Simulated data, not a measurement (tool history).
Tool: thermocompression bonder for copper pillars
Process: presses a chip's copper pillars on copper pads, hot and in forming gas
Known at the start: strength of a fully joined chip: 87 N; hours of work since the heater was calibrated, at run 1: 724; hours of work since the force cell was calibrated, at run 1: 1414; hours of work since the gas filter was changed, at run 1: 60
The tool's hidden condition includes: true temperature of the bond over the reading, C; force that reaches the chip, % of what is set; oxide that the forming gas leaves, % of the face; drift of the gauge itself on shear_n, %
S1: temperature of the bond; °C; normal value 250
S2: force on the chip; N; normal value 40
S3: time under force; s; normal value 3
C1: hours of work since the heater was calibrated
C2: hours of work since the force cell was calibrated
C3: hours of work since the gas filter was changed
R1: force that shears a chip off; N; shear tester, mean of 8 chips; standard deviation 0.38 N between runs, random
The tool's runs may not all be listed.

{"run": 1, "hour": 0.0, "S1": 250, "S2": 40, "S3": 3, "C1": 724, "C2": 1414, "C3": 60, "R1": 60.7}
{"run": 2, "hour": 41.6, "S1": 250, "S2": 40, "S3": 3, "C1": 747, "C2": 1437, "C3": 83, "R1": 60.4}
{"run": 3, "hour": 96.5, "S1": 250, "S2": 25, "S3": 3, "C1": 778, "C2": 1468, "C3": 113, "R1": 46}
{"run": 4, "hour": 139.9, "S1": 250, "S2": 25, "S3": 3, "C1": 802, "C2": 1492, "C3": 138, "R1": 46.4}
{"run": 5, "hour": 225.0, "S1": 250, "S2": 25, "S3": 3, "C1": 849, "C2": 1539, "C3": 185, "R1": 46.3}
{"hour": 289.3, "done": "heater calibrated with a thermocouple chip"}
{"run": 6, "hour": 301.4, "S1": 250, "S2": 53, "S3": 3, "C1": 7, "C2": 1580, "C3": 226, "R1": 68.9}
{"run": 7, "hour": 394.3, "S1": 250, "S2": 53, "S3": 3, "C1": 58, "C2": 1632, "C3": 278, "R1": 68.7}
{"hour": 436.3, "done": "forming gas filter changed"}
{"run": 8, "hour": 471.7, "S1": 250, "S2": 40, "S3": 3, "C1": 101, "C2": 1675, "C3": 20, "R1": 61.1}
{"run": 9, "hour": 549.8, "S1": 250, "S2": 40, "S3": 3, "C1": 145, "C2": 1719, "C3": 63, "R1": 60.7}
{"run": 10, "hour": 603.6, "S1": 250, "S2": 40, "S3": 3, "C1": 175, "C2": 1748, "C3": 93, "R1": 60.6}
{"run": 11, "hour": 651.3, "S1": 250, "S2": 42, "S3": 3, "C1": 201, "C2": 1775, "C3": 120, "R1": 62.5}
{"run": 12, "hour": 740.9, "S1": 224, "S2": 40, "S3": 3, "C1": 251, "C2": 1825, "C3": 170, "R1": 41.6}
{"run": 13, "hour": 792.1, "S1": 224, "S2": 40, "S3": 3, "C1": 280, "C2": 1853, "C3": 198, "R1": 42.1}
{"run": 14, "hour": 852.7, "S1": 250, "S2": 49, "S3": 3, "C1": 313, "C2": 1887, "C3": 232, "R1": 66.8}
{"run": 15, "hour": 922.5, "S1": 250, "S2": 49, "S3": 8, "C1": 352, "C2": 1926, "C3": 271, "R1": 78.6}
{"hour": 977.2, "done": "forming gas filter changed"}
{"run": 16, "hour": 999.3, "S1": 250, "S2": 40, "S3": 5, "C1": 395, "C2": 1969, "C3": 12, "R1": 68.9}
{"hour": 1061.0, "done": "force cell calibrated"}
{"run": 17, "hour": 1074.1, "S1": 250, "S2": 40, "S3": 5, "C1": 436, "C2": 7, "C3": 53, "R1": 68.8}
{"run": 18, "hour": 1147.4, "S1": 250, "S2": 40, "S3": 3, "C1": 476, "C2": 48, "C3": 94, "R1": 60.8}
{"run": 19, "hour": 1210.5, "S1": 250, "S2": 41, "S3": 3, "C1": 512, "C2": 83, "C3": 129, "R1": 61}
{"run": 20, "hour": 1280.8, "S1": 250, "S2": 30, "S3": 3, "C1": 551, "C2": 122, "C3": 168, "R1": 52.4}
{"run": 21, "hour": 1350.2, "S1": 238, "S2": 30, "S3": 6, "C1": 589, "C2": 161, "C3": 207, "R1": 54.4}
{"run": 22, "hour": 1419.3, "S1": 239, "S2": 40, "S3": 3, "C1": 628, "C2": 199, "C3": 245, "R1": 52.2}
{"run": 23, "hour": 1459.1, "S1": 250, "S2": 40, "S3": 7, "C1": 650, "C2": 222, "C3": 267, "R1": 72.8}
{"hour": 1516.6, "done": "forming gas filter changed"}
{"run": 24, "hour": 1522.4, "S1": 250, "S2": 40, "S3": 7, "C1": 685, "C2": 257, "C3": 3, "R1": 72.9}
{"run": 25, "hour": 1587.3, "S1": 271, "S2": 24, "S3": 9, "C1": 721, "C2": 293, "C3": 39, "R1": 75.2}
{"run": 26, "hour": 1677.6, "S1": 271, "S2": 24, "S3": 9, "C1": 771, "C2": 343, "C3": 90, "R1": 75.4}
{"run": 27, "hour": 1751.7, "S1": 250, "S2": 42, "S3": 7, "C1": 813, "C2": 384, "C3": 131, "R1": 74.3}
{"run": 28, "hour": 1819.9, "S1": 271, "S2": 49, "S3": 3, "C1": 851, "C2": 422, "C3": 169, "R1": 78.2}
{"run": 29, "hour": 1866.2, "S1": 253, "S2": 44, "S3": 9, "C1": 876, "C2": 448, "C3": 195, "R1": 79.5}
{"hour": 1882.0, "done": "heater calibrated with a thermocouple chip"}
{"run": 30, "hour": 1941.0, "S1": 253, "S2": 44, "S3": 9, "C1": 33, "C2": 489, "C3": 235, "R1": 79.5}
{"run": 31, "hour": 1991.1, "S1": 253, "S2": 44, "S3": 9, "C1": 61, "C2": 516, "C3": 263, "R1": 79.6}
{"hour": 2061.9, "done": "forming gas filter changed"}
{"run": 32, "hour": 2074.6, "S1": 250, "S2": 49, "S3": 2, "C1": 107, "C2": 563, "C3": 7, "R1": 60.6}
{"run": 33, "hour": 2148.8, "S1": 250, "S2": 49, "S3": 2, "C1": 148, "C2": 604, "C3": 48, "R1": 60.4}
{"run": 34, "hour": 2244.6, "S1": 230, "S2": 25, "S3": 3, "C1": 202, "C2": 657, "C3": 102, "R1": 32.9}
{"run": 35, "hour": 2310.9, "S1": 230, "S2": 25, "S3": 3, "C1": 239, "C2": 694, "C3": 139, "R1": 33.5}
{"run": 36, "hour": 2387.3, "S1": 240, "S2": 28, "S3": 2, "C1": 281, "C2": 737, "C3": 181, "R1": 37.1}
{"run": 37, "hour": 2430.4, "S1": 241, "S2": 47, "S3": 2, "C1": 305, "C2": 761, "C3": 205, "R1": 53.3}
{"run": 38, "hour": 2514.1, "S1": 255, "S2": 45, "S3": 4, "C1": 352, "C2": 807, "C3": 252, "R1": 71.4}
{"run": 39, "hour": 2563.3, "S1": 255, "S2": 42, "S3": 5, "C1": 379, "C2": 835, "C3": 279, "R1": 73.2}
{"hour": 2602.2, "done": "forming gas filter changed"}
{"run": 40, "hour": 2649.6, "S1": 255, "S2": 42, "S3": 5, "C1": 427, "C2": 883, "C3": 26, "R1": 72.8}

How the hidden state differs across the entries between the runs, from the last listed run before each to the first after it:
Runs 5 to 6: heater calibrated with a thermocouple chip (hour 289.3)
  true temperature of the bond over the reading, C: 0.2 -> 0; oxide that the forming gas leaves, % of the face: 0.6 -> 0.62
Runs 7 to 8: forming gas filter changed (hour 436.3)
  oxide that the forming gas leaves, % of the face: 0.64 -> 0.51
Runs 15 to 16: forming gas filter changed (hour 977.2)
  oxide that the forming gas leaves, % of the face: 0.64 -> 0.52
Runs 16 to 17: force cell calibrated (hour 1061)
  force that reaches the chip, % of what is set: 99.8 -> 100; oxide that the forming gas leaves, % of the face: 0.52 -> 0.54
Runs 23 to 24: forming gas filter changed (hour 1516.6)
  oxide that the forming gas leaves, % of the face: 0.65 -> 0.5
Runs 29 to 30: heater calibrated with a thermocouple chip (hour 1882)
  true temperature of the bond over the reading, C: 0.3 -> 0; oxide that the forming gas leaves, % of the face: 0.6 -> 0.63
Runs 31 to 32: forming gas filter changed (hour 2061.9)
  oxide that the forming gas leaves, % of the face: 0.64 -> 0.5
Runs 39 to 40: forming gas filter changed (hour 2602.2)
  oxide that the forming gas leaves, % of the face: 0.64 -> 0.51
